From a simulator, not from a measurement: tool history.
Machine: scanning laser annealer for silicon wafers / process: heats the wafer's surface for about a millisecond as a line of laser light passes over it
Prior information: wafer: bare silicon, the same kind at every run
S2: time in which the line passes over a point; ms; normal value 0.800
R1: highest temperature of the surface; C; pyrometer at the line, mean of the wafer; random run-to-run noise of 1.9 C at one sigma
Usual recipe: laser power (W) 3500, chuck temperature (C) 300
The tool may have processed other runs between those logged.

{"run": 1, "day": 0.0, "laser power (W)": 3500, "S2": 0.8, "chuck temperature (C)": 300, "R1": 1092}
{"run": 2, "day": 2.358, "laser power (W)": 3500, "S2": 0.8, "chuck temperature (C)": 300, "R1": 1094}
{"run": 3, "day": 5.033, "laser power (W)": 3500, "S2": 0.8, "chuck temperature (C)": 300, "R1": 1091}
{"run": 4, "day": 7.896, "laser power (W)": 3500, "S2": 0.8, "chuck temperature (C)": 300, "R1": 1090}
{"run": 5, "day": 10.708, "laser power (W)": 3500, "S2": 0.838, "chuck temperature (C)": 300, "R1": 1105}
{"run": 6, "day": 13.942, "laser power (W)": 3500, "S2": 0.838, "chuck temperature (C)": 300, "R1": 1107}
{"run": 7, "day": 15.908, "laser power (W)": 3500, "S2": 0.8, "chuck temperature (C)": 300, "R1": 1080}
{"run": 8, "day": 18.321, "laser power (W)": 3500, "S2": 0.8, "chuck temperature (C)": 300, "R1": 1082}
{"run": 9, "day": 19.967, "laser power (W)": 3500, "S2": 0.8, "chuck temperature (C)": 300, "R1": 1080}
{"day": 20.346, "done": "optics aligned, line set to its width"}
{"run": 10, "day": 23.021, "laser power (W)": 3500, "S2": 0.8, "chuck temperature (C)": 300, "R1": 1071}
{"run": 11, "day": 24.438, "laser power (W)": 3500, "S2": 0.8, "chuck temperature (C)": 300, "R1": 1072}
{"run": 12, "day": 25.792, "laser power (W)": 3500, "S2": 0.8, "chuck temperature (C)": 300, "R1": 1073}
{"run": 13, "day": 28.271, "laser power (W)": 3500, "S2": 0.746, "chuck temperature (C)": 300, "R1": 1038}
{"run": 14, "day": 31.479, "laser power (W)": 3500, "S2": 0.746, "chuck temperature (C)": 300, "R1": 1035}
{"run": 15, "day": 32.896, "laser power (W)": 3500, "S2": 0.8, "chuck temperature (C)": 300, "R1": 1064}
{"run": 16, "day": 34.683, "laser power (W)": 3500, "S2": 0.8, "chuck temperature (C)": 300, "R1": 1064}
{"run": 17, "day": 37.383, "laser power (W)": 3500, "S2": 0.8, "chuck temperature (C)": 300, "R1": 1061}
{"day": 40.008, "done": "optics aligned, line set to its width, once more"}
{"run": 18, "day": 40.812, "laser power (W)": 3500, "S2": 0.8, "chuck temperature (C)": 300, "R1": 1081}
{"run": 19, "day": 43.529, "laser power (W)": 3500, "S2": 0.8, "chuck temperature (C)": 300, "R1": 1081}
{"run": 20, "day": 46.829, "laser power (W)": 3500, "S2": 0.8, "chuck temperature (C)": 300, "R1": 1075}
{"run": 21, "day": 48.717, "laser power (W)": 3500, "S2": 0.8, "chuck temperature (C)": 300, "R1": 1073}
{"run": 22, "day": 50.108, "laser power (W)": 3500, "S2": 0.8, "chuck temperature (C)": 300, "R1": 1072}
{"run": 23, "day": 52.15, "laser power (W)": 3500, "S2": 0.8, "chuck temperature (C)": 300, "R1": 1073}
{"run": 24, "day": 54.229, "laser power (W)": 3329, "S2": 0.8, "chuck temperature (C)": 300, "R1": 1027}
{"run": 25, "day": 56.638, "laser power (W)": 3104, "S2": 0.567, "chuck temperature (C)": 293, "R1": 841}
{"run": 26, "day": 59.862, "laser power (W)": 3253, "S2": 0.8, "chuck temperature (C)": 286, "R1": 985}
{"run": 27, "day": 61.362, "laser power (W)": 3596, "S2": 0.789, "chuck temperature (C)": 271, "R1": 1059}
{"day": 61.788, "done": "window over the wafer cleaned"}
{"run": 28, "day": 63.375, "laser power (W)": 3218, "S2": 0.567, "chuck temperature (C)": 339, "R1": 950}
{"run": 29, "day": 65.654, "laser power (W)": 3500, "S2": 0.897, "chuck temperature (C)": 335, "R1": 1206}
{"run": 30, "day": 67.642, "laser power (W)": 3313, "S2": 0.754, "chuck temperature (C)": 281, "R1": 1019}
{"run": 31, "day": 70.729, "laser power (W)": 3313, "S2": 0.583, "chuck temperature (C)": 281, "R1": 920}

Run 32, settings as shown, results not yet in. Your forecast:
{"run": 32, "day": 73.658, "laser power (W)": 3805, "S2": 0.92, "chuck temperature (C)": 306, "R1": "?"}

Run 32 came out at R1 1282 C.
Without the tool's hidden state the same run would have given R1 1297 C.

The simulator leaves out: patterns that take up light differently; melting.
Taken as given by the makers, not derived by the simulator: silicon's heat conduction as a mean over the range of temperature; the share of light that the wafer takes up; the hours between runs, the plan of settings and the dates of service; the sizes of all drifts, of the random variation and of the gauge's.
